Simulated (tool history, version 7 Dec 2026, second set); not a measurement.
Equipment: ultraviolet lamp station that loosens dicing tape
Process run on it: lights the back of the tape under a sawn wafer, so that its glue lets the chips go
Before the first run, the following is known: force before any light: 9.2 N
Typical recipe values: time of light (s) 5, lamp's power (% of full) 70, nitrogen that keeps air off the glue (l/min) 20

run,hour,time of light (s),lamp's power (% of full),nitrogen that keeps air off the glue (l/min),force that peels the tape off (N),light that reached the tape (mJ/cm2)
1,0,5,70,20,0.868,404
2,7.9,5,70,20,0.828,403
3,14,5,70,20,0.804,404
4,21.9,5,70,20,0.821,404
5,27.2,5,61,20,1.1,351
6,36.9,5,61,20,1.075,351
7,43.6,8,70,20,0.35,639
8,54,8,70,20,0.358,640
9,64.3,5,70,20,0.853,402
10,70.3,5,70,20,0.875,401
11,78.5,3,70,20,2.06,234
12,84.9,3,70,20,2.019,243
13,93.4,3,70,20,2.008,237
14,99.2,5,70,20,0.873,390
15,107.6,5,70,20,0.897,400
16,117.3,5,70,20,0.86,396
17,125.3,5,70,20,0.858,395
18,134.4,5,70,14,1.166,391
19,144.9,5,66,20,1.021,371
20,149.7,5,70,7,1.827,391
21,160,5,70,7,1.796,390
22,167.8,5,62,20,1.152,345
23,174,5,62,20,1.172,348
24,180.2,5,62,20,1.13,348
25,188.8,4,62,20,1.671,270
26,198.4,2,76,15,3.598,166
27,206.2,6,61,16,0.992,403
28,211.2,6,100,35,0.275,659
# hour 212.5: window cleaned of glue's vapour
29,216.8,6,100,35,0.3,632
30,226,8,72,7,0.84,601
31,232.8,2,92,20,2.797,192
32,240.9,2,92,20,2.757,193
# hour 250.3: window cleaned of glue's vapour, once more
33,251.8,2,92,20,2.362,216
34,257.3,9,77,20,0.281,818
35,264.9,3,77,39,1.157,272
36,273,3,70,12,2.547,245
37,281.4,3,70,12,2.537,246
38,291.4,3,70,12,2.603,247
39,296.4,4,75,13,1.425,355
40,304.6,4,75,13,1.438,351
41,314,5,98,36,0.329,573

Measured result minus the same run's result without the hidden state. Both carry the same run-to-run variation, though not necessarily the same gauge scatter:
Hidden state present: lamp's light, % of a new lamp's; light that the window lets through, % of a clean one's; drift of the gauge itself on peel_n, %; drift of the gauge itself on dose_mj_cm2, %.
run,force that peels the tape off (N),light that reached the tape (mJ/cm2)
1,+0.192,-56
2,+0.188,-56
3,+0.182,-56
4,+0.188,-57
5,+0.245,-50
6,+0.242,-51
7,+0.056,-94
8,+0.058,-95
9,+0.207,-60
10,+0.214,-61
11,+0.4,-37
12,+0.397,-38
13,+0.395,-38
14,+0.221,-63
15,+0.228,-65
16,+0.224,-65
17,+0.223,-65
18,+0.3,-66
19,+0.27,-64
20,+0.412,-68
21,+0.409,-69
22,+0.306,-61
23,+0.31,-62
24,+0.305,-63
25,+0.41,-51
26,+0.572,-32
27,+0.282,-75
28,+0.027,-125
29,+0.043,-161
30,+0.304,-154
31,+0.721,-50
32,+0.718,-51
33,+0.321,-25
34,+0.019,-93
35,+0.214,-32
36,+0.343,-30
37,+0.346,-29
38,+0.361,-30
39,+0.261,-43
40,+0.268,-45
41,+0.041,-73
